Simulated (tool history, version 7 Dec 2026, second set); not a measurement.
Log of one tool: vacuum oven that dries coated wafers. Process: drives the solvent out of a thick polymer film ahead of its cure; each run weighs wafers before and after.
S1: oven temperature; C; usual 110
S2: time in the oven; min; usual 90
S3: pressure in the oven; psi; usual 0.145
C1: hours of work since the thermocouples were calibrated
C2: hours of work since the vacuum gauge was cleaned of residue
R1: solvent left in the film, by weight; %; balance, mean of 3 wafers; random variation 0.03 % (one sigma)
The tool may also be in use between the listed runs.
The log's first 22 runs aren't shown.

run,hour,S1,S2,S3,C1,C2,R1
23,182.0,110,90,0.145,863,209,3.85
24,190.5,110,90,0.145,870,215,3.81
25,200.0,110,90,0.145,877,222,3.76
26,208.2,119,90,0.145,883,229,1.79
27,215.3,119,90,0.145,888,234,1.79
28,223.4,110,90,0.113,895,240,3.73
29,233.1,110,87,0.489,902,248,4.63
# hour 235.2: vacuum gauge cleaned of residue and calibrated
30,240.7,110,87,0.489,907,4,4.62
31,250.8,110,52,0.315,914,12,6.99
# hour 262.3: oven's thermocouples calibrated
32,263.4,100,74,0.107,1,20,7.31
33,268.6,107,73,0.081,5,24,5.25
34,273.7,102,73,0.080,9,28,6.75
# hour 282.1: vacuum gauge cleaned of residue and calibrated, once more
35,282.7,107,90,0.360,14,0,4.56

Forecast run 36:
36,293.9,122,48,0.376,23,9,?

{"run 36": {"R1": 3.75}}
Without the tool's hidden state the same run would have given R1 3.79 %.
